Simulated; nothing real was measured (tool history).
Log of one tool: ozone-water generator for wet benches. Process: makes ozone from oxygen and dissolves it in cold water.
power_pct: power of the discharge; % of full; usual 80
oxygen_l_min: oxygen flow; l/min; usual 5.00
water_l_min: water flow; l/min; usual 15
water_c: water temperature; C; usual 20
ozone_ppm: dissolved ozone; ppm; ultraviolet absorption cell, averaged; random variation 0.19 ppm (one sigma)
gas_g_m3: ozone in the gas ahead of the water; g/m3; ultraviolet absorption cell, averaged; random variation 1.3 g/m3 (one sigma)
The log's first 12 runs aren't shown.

{"run": 13, "hour": 385.3, "power_pct": 80, "oxygen_l_min": 5.85, "water_l_min": 15, "water_c": 20, "ozone_ppm": 27.1, "gas_g_m3": 228.8}
{"run": 14, "hour": 407.5, "power_pct": 80, "oxygen_l_min": 5.85, "water_l_min": 15, "water_c": 20, "ozone_ppm": 27.1, "gas_g_m3": 230.6}
{"run": 15, "hour": 437.9, "power_pct": 80, "oxygen_l_min": 5.0, "water_l_min": 12, "water_c": 20, "ozone_ppm": 31.0, "gas_g_m3": 245.7}
{"run": 16, "hour": 456.7, "power_pct": 80, "oxygen_l_min": 6.35, "water_l_min": 15, "water_c": 20, "ozone_ppm": 26.9, "gas_g_m3": 221.7}
{"run": 17, "hour": 486.9, "power_pct": 80, "oxygen_l_min": 8.25, "water_l_min": 15, "water_c": 26, "ozone_ppm": 23.4, "gas_g_m3": 197.3}
{"run": 18, "hour": 515.0, "power_pct": 44, "oxygen_l_min": 3.64, "water_l_min": 15, "water_c": 28, "ozone_ppm": 16.2, "gas_g_m3": 201.0}
{"run": 19, "hour": 533.6, "power_pct": 41, "oxygen_l_min": 5.0, "water_l_min": 15, "water_c": 17, "ozone_ppm": 19.0, "gas_g_m3": 169.9}
{"run": 20, "hour": 557.1, "power_pct": 48, "oxygen_l_min": 5.0, "water_l_min": 9, "water_c": 17, "ozone_ppm": 29.3, "gas_g_m3": 182.6}
{"run": 21, "hour": 602.3, "power_pct": 48, "oxygen_l_min": 5.0, "water_l_min": 9, "water_c": 17, "ozone_ppm": 29.4, "gas_g_m3": 184.1}
{"run": 22, "hour": 621.9, "power_pct": 89, "oxygen_l_min": 2.76, "water_l_min": 15, "water_c": 20, "ozone_ppm": 26.4, "gas_g_m3": 331.1}
{"run": 23, "hour": 658.0, "power_pct": 80, "oxygen_l_min": 5.0, "water_l_min": 15, "water_c": 16, "ozone_ppm": 28.6, "gas_g_m3": 247.7}
{"run": 24, "hour": 683.3, "power_pct": 66, "oxygen_l_min": 3.0, "water_l_min": 15, "water_c": 16, "ozone_ppm": 23.9, "gas_g_m3": 275.0}
{"run": 25, "hour": 726.1, "power_pct": 80, "oxygen_l_min": 5.4, "water_l_min": 15, "water_c": 20, "ozone_ppm": 26.7, "gas_g_m3": 237.8}
{"run": 26, "hour": 761.8, "power_pct": 80, "oxygen_l_min": 5.4, "water_l_min": 15, "water_c": 20, "ozone_ppm": 26.9, "gas_g_m3": 237.8}
{"run": 27, "hour": 783.8, "power_pct": 80, "oxygen_l_min": 5.4, "water_l_min": 20, "water_c": 20, "ozone_ppm": 21.7, "gas_g_m3": 242.0}
{"run": 28, "hour": 812.7, "power_pct": 80, "oxygen_l_min": 5.4, "water_l_min": 20, "water_c": 20, "ozone_ppm": 21.8, "gas_g_m3": 240.1}
{"run": 29, "hour": 843.3, "power_pct": 55, "oxygen_l_min": 7.19, "water_l_min": 16, "water_c": 25, "ozone_ppm": 18.9, "gas_g_m3": 171.1}
{"run": 30, "hour": 870.9, "power_pct": 84, "oxygen_l_min": 5.0, "water_l_min": 11, "water_c": 20, "ozone_ppm": 33.5, "gas_g_m3": 254.6}
{"run": 31, "hour": 908.1, "power_pct": 80, "oxygen_l_min": 3.18, "water_l_min": 15, "water_c": 20, "ozone_ppm": 25.5, "gas_g_m3": 300.7}
{"run": 32, "hour": 951.8, "power_pct": 80, "oxygen_l_min": 5.0, "water_l_min": 23, "water_c": 15, "ozone_ppm": 20.0, "gas_g_m3": 249.9}

Forecast each of these 3 alternatives for the next run:
{"run": "A", "hour": 972.9, "power_pct": 44, "oxygen_l_min": 5.0, "water_l_min": 13, "water_c": 15, "ozone_ppm": "?", "gas_g_m3": "?"}
{"run": "B", "hour": 972.9, "power_pct": 45, "oxygen_l_min": 5.85, "water_l_min": 12, "water_c": 20, "ozone_ppm": "?", "gas_g_m3": "?"}
{"run": "C", "hour": 972.9, "power_pct": 88, "oxygen_l_min": 5.0, "water_l_min": 17, "water_c": 20, "ozone_ppm": "?", "gas_g_m3": "?"}

run=A ozone_ppm=22.8 gas_g_m3=176.8
run=B ozone_ppm=22.6 gas_g_m3=167.6
run=C ozone_ppm=25.7 gas_g_m3=263.4
Without the tool's hidden state the same runs would have given:
run=A ozone_ppm=22.8 gas_g_m3=172.0
run=B ozone_ppm=22.6 gas_g_m3=163.1
run=C ozone_ppm=25.7 gas_g_m3=256.3
